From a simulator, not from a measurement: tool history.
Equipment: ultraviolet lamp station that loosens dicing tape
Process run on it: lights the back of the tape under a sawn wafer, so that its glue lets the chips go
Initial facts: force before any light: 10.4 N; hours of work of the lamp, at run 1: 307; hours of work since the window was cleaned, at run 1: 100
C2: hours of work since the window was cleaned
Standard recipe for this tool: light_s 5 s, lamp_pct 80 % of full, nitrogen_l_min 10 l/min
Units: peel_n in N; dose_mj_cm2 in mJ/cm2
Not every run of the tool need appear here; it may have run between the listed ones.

{"run": 1, "hour": 0.0, "light_s": 5, "lamp_pct": 80, "nitrogen_l_min": 10, "hours of work of the lamp": 307, "C2": 100, "peel_n": 0.829, "dose_mj_cm2": 482}
{"run": 2, "hour": 19.1, "light_s": 5, "lamp_pct": 80, "nitrogen_l_min": 10, "hours of work of the lamp": 318, "C2": 110, "peel_n": 0.825, "dose_mj_cm2": 473}
{"run": 3, "hour": 57.9, "light_s": 5, "lamp_pct": 80, "nitrogen_l_min": 10, "hours of work of the lamp": 340, "C2": 132, "peel_n": 0.814, "dose_mj_cm2": 480}
{"run": 4, "hour": 79.4, "light_s": 5, "lamp_pct": 61, "nitrogen_l_min": 10, "hours of work of the lamp": 352, "C2": 145, "peel_n": 1.424, "dose_mj_cm2": 365}
{"run": 5, "hour": 101.7, "light_s": 5, "lamp_pct": 61, "nitrogen_l_min": 10, "hours of work of the lamp": 364, "C2": 157, "peel_n": 1.444, "dose_mj_cm2": 362}
{"run": 6, "hour": 137.5, "light_s": 5, "lamp_pct": 80, "nitrogen_l_min": 7, "hours of work of the lamp": 385, "C2": 177, "peel_n": 0.976, "dose_mj_cm2": 479}
{"run": 7, "hour": 171.3, "light_s": 5, "lamp_pct": 80, "nitrogen_l_min": 7, "hours of work of the lamp": 404, "C2": 197, "peel_n": 0.969, "dose_mj_cm2": 482}
{"run": 8, "hour": 202.9, "light_s": 5, "lamp_pct": 80, "nitrogen_l_min": 7, "hours of work of the lamp": 422, "C2": 214, "peel_n": 0.986, "dose_mj_cm2": 472}
{"run": 9, "hour": 236.1, "light_s": 5, "lamp_pct": 80, "nitrogen_l_min": 7, "hours of work of the lamp": 440, "C2": 233, "peel_n": 0.969, "dose_mj_cm2": 478}
{"run": 10, "hour": 252.8, "light_s": 5, "lamp_pct": 80, "nitrogen_l_min": 10, "hours of work of the lamp": 450, "C2": 243, "peel_n": 0.803, "dose_mj_cm2": 481}
{"run": 11, "hour": 276.4, "light_s": 5, "lamp_pct": 80, "nitrogen_l_min": 10, "hours of work of the lamp": 463, "C2": 256, "peel_n": 0.813, "dose_mj_cm2": 475}
{"run": 12, "hour": 295.3, "light_s": 5, "lamp_pct": 80, "nitrogen_l_min": 10, "hours of work of the lamp": 474, "C2": 267, "peel_n": 0.822, "dose_mj_cm2": 479}
{"run": 13, "hour": 333.8, "light_s": 2, "lamp_pct": 80, "nitrogen_l_min": 10, "hours of work of the lamp": 496, "C2": 289, "peel_n": 3.563, "dose_mj_cm2": 189}
{"run": 14, "hour": 373.7, "light_s": 2, "lamp_pct": 85, "nitrogen_l_min": 12, "hours of work of the lamp": 518, "C2": 311, "peel_n": 3.34, "dose_mj_cm2": 202}
{"run": 15, "hour": 411.5, "light_s": 2, "lamp_pct": 98, "nitrogen_l_min": 10, "hours of work of the lamp": 540, "C2": 333, "peel_n": 2.843, "dose_mj_cm2": 232}
{"run": 16, "hour": 437.6, "light_s": 2, "lamp_pct": 81, "nitrogen_l_min": 5, "hours of work of the lamp": 554, "C2": 347, "peel_n": 4.306, "dose_mj_cm2": 191}
{"run": 17, "hour": 474.4, "light_s": 2, "lamp_pct": 81, "nitrogen_l_min": 5, "hours of work of the lamp": 575, "C2": 368, "peel_n": 4.298, "dose_mj_cm2": 192}
{"run": 18, "hour": 513.0, "light_s": 8, "lamp_pct": 67, "nitrogen_l_min": 10, "hours of work of the lamp": 597, "C2": 390, "peel_n": 0.408, "dose_mj_cm2": 641}
{"run": 19, "hour": 532.9, "light_s": 6, "lamp_pct": 67, "nitrogen_l_min": 12, "hours of work of the lamp": 608, "C2": 401, "peel_n": 0.744, "dose_mj_cm2": 484}
{"run": 20, "hour": 558.8, "light_s": 5, "lamp_pct": 80, "nitrogen_l_min": 13, "hours of work of the lamp": 623, "C2": 416, "peel_n": 0.709, "dose_mj_cm2": 478}

5 ways to go on from here, each from the tool as it stands after run 20. What would each give?
{"run": "A", "hour": 593.5, "light_s": 3, "lamp_pct": 92, "nitrogen_l_min": 3, "hours of work of the lamp": 643, "C2": 436, "peel_n": "?", "dose_mj_cm2": "?"}
{"run": "B", "hour": 593.5, "light_s": 4, "lamp_pct": 92, "nitrogen_l_min": 9, "hours of work of the lamp": 643, "C2": 436, "peel_n": "?", "dose_mj_cm2": "?"}
{"run": "C", "hour": 593.5, "light_s": 5, "lamp_pct": 94, "nitrogen_l_min": 4, "hours of work of the lamp": 643, "C2": 436, "peel_n": "?", "dose_mj_cm2": "?"}
{"run": "D", "hour": 593.5, "light_s": 3, "lamp_pct": 95, "nitrogen_l_min": 10, "hours of work of the lamp": 643, "C2": 436, "peel_n": "?", "dose_mj_cm2": "?"}
{"run": "E", "hour": 593.5, "light_s": 3, "lamp_pct": 82, "nitrogen_l_min": 12, "hours of work of the lamp": 643, "C2": 436, "peel_n": "?", "dose_mj_cm2": "?"}

run=A peel_n=2.831 dose_mj_cm2=327
run=B peel_n=1.045 dose_mj_cm2=439
run=C peel_n=1.002 dose_mj_cm2=559
run=D peel_n=1.587 dose_mj_cm2=334
run=E peel_n=1.965 dose_mj_cm2=297
Take away the tool's hidden state, keep each run's random variation, and the runs would have read:
run=A peel_n=2.824 dose_mj_cm2=328
run=B peel_n=1.04 dose_mj_cm2=439
run=C peel_n=0.998 dose_mj_cm2=560
run=D peel_n=1.581 dose_mj_cm2=334
run=E peel_n=1.959 dose_mj_cm2=298
